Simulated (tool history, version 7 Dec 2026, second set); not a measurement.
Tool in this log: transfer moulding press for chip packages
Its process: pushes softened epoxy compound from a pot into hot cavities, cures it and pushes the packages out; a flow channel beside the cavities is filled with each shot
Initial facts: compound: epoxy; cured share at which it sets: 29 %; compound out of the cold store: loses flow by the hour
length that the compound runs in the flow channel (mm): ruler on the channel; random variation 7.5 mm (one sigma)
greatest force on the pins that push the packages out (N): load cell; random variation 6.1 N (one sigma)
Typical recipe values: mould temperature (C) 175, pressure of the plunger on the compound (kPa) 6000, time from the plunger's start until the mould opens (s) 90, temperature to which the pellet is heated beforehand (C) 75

run	hour	mould temperature (C)	pressure of the plunger on the compound (kPa)	time from the plunger's start until the mould opens (s)	temperature to which the pellet is heated beforehand (C)	incoming compound's hours out of the cold store	length that the compound runs in the flow channel (mm)	greatest force on the pins that push the packages out (N)
1	0	175	6000	90	75	33.5	785	343
2	22.7	175	6000	90	75	41	761	361
3	38.2	175	6000	90	75	32.2	793	411
# hour 44.2: cavities cleaned with cleaning compound and waxed
4	59.1	175	6000	90	75	47.8	719	286
5	95.3	175	6000	90	75	17.9	849	363
# hour 121.4: cavities cleaned with cleaning compound and waxed
6	129.1	175	6000	90	75	22.7	818	264
7	152.9	175	6000	90	75	46.5	698	335
8	188.4	175	6000	90	75	37.8	754	383
# hour 198.3: cavities cleaned with cleaning compound and waxed
9	214.6	175	6420	87	75	23	823	318
10	243.7	170	6590	87	78	33.4	813	568
# hour 276.2: cavities cleaned with cleaning compound and waxed
11	280.2	170	6590	87	78	42.1	774	384
# hour 292.7: plunger's sealing rings changed
12	311.8	170	6590	87	78	14.9	1002	555
13	343.7	175	6390	90	69	31.5	847	398
# hour 354.9: cavities cleaned with cleaning compound and waxed
14	361.4	173	6000	104	75	30.1	845	233
15	397.6	175	6400	90	75	45.9	791	352

Each row is a separate what-if for the run after 15, all from the same tool condition, not one after another. Results?
A	420.7	177	6000	113	75	31.9	?	?
B	420.7	179	5400	90	75	29.8	?	?
C	420.7	175	6400	90	66	25.8	?	?
D	420.7	168	7140	93	75	29.2	?	?

run	length that the compound runs in the flow channel (mm)	greatest force on the pins that push the packages out (N)
A	815	289
B	753	310
C	875	402
D	956	624
What these runs would have given with no unlogged condition in the tool:
run	length that the compound runs in the flow channel (mm)	greatest force on the pins that push the packages out (N)
A	835	176
B	772	186
C	896	237
D	978	363
